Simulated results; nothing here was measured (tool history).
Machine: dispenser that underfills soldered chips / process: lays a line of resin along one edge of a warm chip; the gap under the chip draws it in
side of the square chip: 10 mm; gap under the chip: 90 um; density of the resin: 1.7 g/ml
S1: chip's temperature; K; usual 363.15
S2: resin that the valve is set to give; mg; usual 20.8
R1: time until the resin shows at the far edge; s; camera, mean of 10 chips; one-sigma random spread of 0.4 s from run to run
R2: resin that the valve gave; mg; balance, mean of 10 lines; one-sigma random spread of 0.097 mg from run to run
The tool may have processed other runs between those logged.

run	hour	S1	S2	R1	R2
1	0	363.15	20.8	29.3	19.8
# hour 3.4: dispensing valve cleaned and set on the balance
2	6.3	363.15	20.8	39.3	20.78
# hour 7.9: new syringe of resin
3	11.5	363.15	20.8	33.1	20.85
4	14.7	363.15	20.8	39.4	20.76
# hour 16.3: new syringe of resin
5	19	363.15	20.8	31.4	20.53
6	24	363.15	20.8	41.8	20.69
# hour 24.6: new syringe of resin
7	26.8	363.15	20.8	30.3	20.67
8	32.2	363.15	20.8	41.4	20.44
# hour 33: new syringe of resin
9	35.3	363.15	17.7	31.4	17.54
10	38.4	363.15	17.7	38.9	17.48
# hour 41.2: new syringe of resin
11	42.4	363.15	17.7	31.1	17.43
12	46	363.15	20.8	34.2	20.58
# hour 49.4: new syringe of resin
13	49.4	363.15	20.8	26.8	20.35
14	54.6	363.15	20.8	36.1	20.37
# hour 57.7: new syringe of resin
15	59.9	363.15	20.8	31.1	20.11
16	64	363.15	20.8	39.1	20.3
# hour 66.3: new syringe of resin
17	68.8	363.15	20.8	30.8	20.24
18	73.5	363.15	20.2	40.9	19.51
# hour 74.7: new syringe of resin
19	79	363.15	20.2	35	19.12
# hour 82.9: new syringe of resin
20	84.5	367.15	20.8	26	19.94
21	88.4	367.15	20.8	33.5	19.85
# hour 90.2: dispensing valve cleaned and set on the balance
# hour 92.5: new syringe of resin
22	95	376.15	19.5	21.7	19.59
23	99.9	376.15	19.5	29.8	19.5
# hour 100.9: new syringe of resin
24	102.9	362.15	25.6	30.7	25.48
25	105.3	364.15	20.3	34.1	20.27
26	108.1	364.15	20.3	39.9	20.11
# hour 109.5: new syringe of resin
27	111.2	355.15	19.7	38.4	19.57
28	113.6	357.15	21.6	40.1	21.16
29	116.2	357.15	21.6	46.3	21.25
# hour 117.8: new syringe of resin
30	121.8	357.15	20.4	40.6	20.01
31	124.9	371.15	25.4	32.1	25.02
# hour 126.3: new syringe of resin
32	127.5	373.15	23.1	21.5	22.32
33	132.7	368.15	19.7	33.9	19.15
# hour 134.6: new syringe of resin
34	135.4	350.15	20.8	41.5	20.24
35	140.2	350.15	20.8	53.9	20.22
# hour 143.1: new syringe of resin
36	145.8	351.15	26.9	42	26.06
37	150.6	370.15	20.8	34.5	20.19

Branching from run 37: 3 alternative next runs. What would each branch give?
# hour 151.4: new syringe of resin
A	155.7	369.15	21.7	?	?
# hour 151.4: new syringe of resin
B	155.7	360.15	21.2	?	?
# hour 151.4: new syringe of resin
C	155.7	356.15	20.8	?	?

run	R1	R2
A	28.3	20.85
B	37	20.38
C	42	20.06
Take away the tool's hidden state, keep each run's random variation, and the runs would have read:
run	R1	R2
A	22	21.64
B	28.9	21.15
C	32.9	20.81
